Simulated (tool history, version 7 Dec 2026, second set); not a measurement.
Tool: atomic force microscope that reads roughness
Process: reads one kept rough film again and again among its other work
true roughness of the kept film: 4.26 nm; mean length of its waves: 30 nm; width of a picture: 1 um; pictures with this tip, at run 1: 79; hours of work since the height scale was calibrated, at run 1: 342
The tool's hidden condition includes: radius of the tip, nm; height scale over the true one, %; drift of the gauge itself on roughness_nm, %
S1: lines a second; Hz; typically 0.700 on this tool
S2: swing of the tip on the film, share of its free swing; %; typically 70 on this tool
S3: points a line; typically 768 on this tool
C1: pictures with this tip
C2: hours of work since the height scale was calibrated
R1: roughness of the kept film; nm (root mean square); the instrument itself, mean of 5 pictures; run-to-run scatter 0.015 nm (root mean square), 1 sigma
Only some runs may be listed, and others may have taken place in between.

run,day,S1,S2,S3,C1,C2,R1
1,0.000,0.700,70,768,79,342,2.978
# day 0.142: new tip fitted
2,0.917,0.700,70,768,16,351,3.521
3,1.629,0.700,70,768,31,358,3.388
4,2.217,0.700,70,768,43,364,3.288
5,2.829,0.700,70,768,56,370,3.175
6,3.596,0.700,70,679,71,378,3.095
# day 4.142: new tip fitted
7,4.538,0.700,70,768,9,387,3.557
8,5.379,0.700,70,768,26,396,3.424
9,6.062,0.700,70,979,40,403,3.297
10,6.588,0.700,70,979,51,408,3.205
11,7.425,0.700,70,768,68,416,3.058
# day 8.125: new tip fitted
12,8.308,0.700,70,937,4,425,3.689
13,8.904,0.700,70,937,16,431,3.563
14,9.583,0.700,57,768,31,438,3.453
15,10.125,0.700,57,768,42,443,3.346
16,10.762,0.700,57,768,55,450,3.226
17,11.183,0.700,57,768,64,454,3.137
# day 12.100: new tip fitted
18,12.138,0.700,57,768,1,463,3.701
19,12.542,0.700,70,552,9,467,3.588
20,13.429,0.700,60,768,28,476,3.426
21,13.850,0.565,60,768,36,480,3.363
22,14.421,0.700,70,768,48,486,3.229
# day 14.521: height scale calibrated on a step standard
23,15.308,0.700,70,768,66,8,3.064
24,16.021,0.700,70,768,80,15,2.983
# day 16.117: new tip fitted
25,16.662,0.700,70,768,11,21,3.647
26,17.058,0.700,74,768,19,25,3.542
27,17.875,0.700,82,510,36,33,3.344
28,18.725,0.716,69,541,54,42,3.228
# day 19.046: height scale calibrated on a step standard, once more
29,19.667,0.716,69,541,73,6,3.027
# day 20.146: new tip fitted
30,20.429,2.269,69,541,6,14,3.525
31,21.342,2.269,69,829,25,23,3.323
32,21.733,0.855,70,279,33,27,3.249
33,22.517,0.855,70,279,49,35,3.142
34,23.138,0.536,87,349,62,41,3.019
35,23.746,1.242,73,522,75,47,2.923
# day 24.121: new tip fitted
36,24.375,1.133,66,264,5,53,3.586
37,25.042,3.130,78,471,19,60,3.236
38,25.746,3.130,78,471,33,67,3.106
39,26.500,0.648,76,310,49,74,3.187
40,27.250,0.597,76,347,65,82,3.055
41,27.900,0.919,64,414,78,88,2.985
# day 28.133: new tip fitted
42,28.312,1.596,61,424,4,92,3.623
43,28.800,0.700,74,768,14,97,3.524
44,29.312,0.700,74,768,25,102,3.413
45,29.996,1.648,70,311,39,109,3.219
46,30.525,1.648,60,311,50,115,3.156
47,31.029,0.700,85,492,60,120,3.078
48,31.892,0.700,85,492,78,128,2.908
# day 32.075: new tip fitted
49,32.829,2.058,79,470,15,137,3.347
50,33.533,2.058,79,470,30,145,3.225
51,34.038,2.058,79,470,40,150,3.122
52,34.750,0.658,79,427,55,157,3.153

The same runs without the tool's hidden state, with the same run-to-run variation:
run,R1
1,3.702
2,3.703
3,3.721
4,3.711
5,3.709
6,3.745
7,3.683
8,3.718
9,3.711
10,3.704
11,3.689
12,3.725
13,3.708
14,3.746
15,3.744
16,3.730
17,3.721
18,3.741
19,3.712
20,3.729
21,3.744
22,3.712
23,3.692
24,3.720
25,3.736
26,3.712
27,3.676
28,3.739
29,3.703
30,3.618
31,3.627
32,3.627
33,3.666
34,3.638
35,3.639
36,3.655
37,3.438
38,3.430
39,3.660
40,3.650
41,3.680
42,3.671
43,3.677
44,3.671
45,3.609
46,3.646
47,3.652
48,3.620
49,3.508
50,3.530
51,3.511
52,3.675

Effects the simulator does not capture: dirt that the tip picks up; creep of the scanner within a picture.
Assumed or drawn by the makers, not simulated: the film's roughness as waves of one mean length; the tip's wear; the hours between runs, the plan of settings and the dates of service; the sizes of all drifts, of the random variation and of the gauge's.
